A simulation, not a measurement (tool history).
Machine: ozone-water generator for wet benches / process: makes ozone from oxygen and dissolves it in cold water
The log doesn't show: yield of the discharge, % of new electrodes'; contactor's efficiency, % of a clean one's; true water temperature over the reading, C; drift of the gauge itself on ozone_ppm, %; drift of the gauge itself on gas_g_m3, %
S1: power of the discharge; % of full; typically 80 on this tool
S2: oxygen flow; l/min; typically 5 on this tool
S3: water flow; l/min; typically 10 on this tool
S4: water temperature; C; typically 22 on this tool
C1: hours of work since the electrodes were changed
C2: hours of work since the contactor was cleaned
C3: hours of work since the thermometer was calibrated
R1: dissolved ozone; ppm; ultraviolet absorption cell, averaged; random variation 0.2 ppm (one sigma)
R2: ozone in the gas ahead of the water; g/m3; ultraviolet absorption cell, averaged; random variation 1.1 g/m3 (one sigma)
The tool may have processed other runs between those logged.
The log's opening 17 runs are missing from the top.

run,hour,S1,S2,S3,S4,C1,C2,C3,R1,R2
18,2081.7,84,4.09,15,24,1725,1295,2101,19.9,196.9
19,2164.3,84,3.86,8,22,1794,1363,2169,29.8,201.8
20,2290.3,70,6.56,10,22,1899,1468,2274,20.5,131.2
21,2416.5,46,3.8,8,20,2003,1573,2379,22,147.8
22,2597.7,46,3.8,8,20,2154,1723,2529,21.9,143.8
23,2710.7,80,5,8,14,2248,1817,2623,30.3,162.7
24,2868.3,80,5,8,14,2379,1948,2754,30.2,159.9
25,2990.1,80,5,8,14,2480,2049,2855,29.5,159.6
26,3084.1,75,5.25,9,18,2558,2127,2933,24.6,149.4
27,3254.2,96,4.44,10,15,2699,2268,3074,28.8,183.7
28,3341.7,96,4.44,10,15,2772,2341,3147,28,184.4
# hour 3433.3: contactor cleaned
29,3468.7,54,5,11,22,2874,29,3249,17.9,127.8
30,3578.1,58,5,11,21,2965,120,3340,18.7,130.1
31,3756.4,60,5,11,24,3113,268,3488,17.5,132.4

Predict each of these 3 candidate next runs independently; none follows another, all start after run 31:
A,3930.5,83,5,11,20,3257,413,3633,?,?
B,3930.5,46,5,11,22,3257,413,3633,?,?
C,3930.5,97,8.37,11,15,3257,413,3633,?,?

run,R1,R2
A,22.1,152.2
B,16.1,115.2
C,22.9,119.6
Take away the tool's hidden state, keep each run's random variation, and the runs would have read:
run,R1,R2
A,28.6,194.2
B,19.4,136.8
C,30.3,155.2
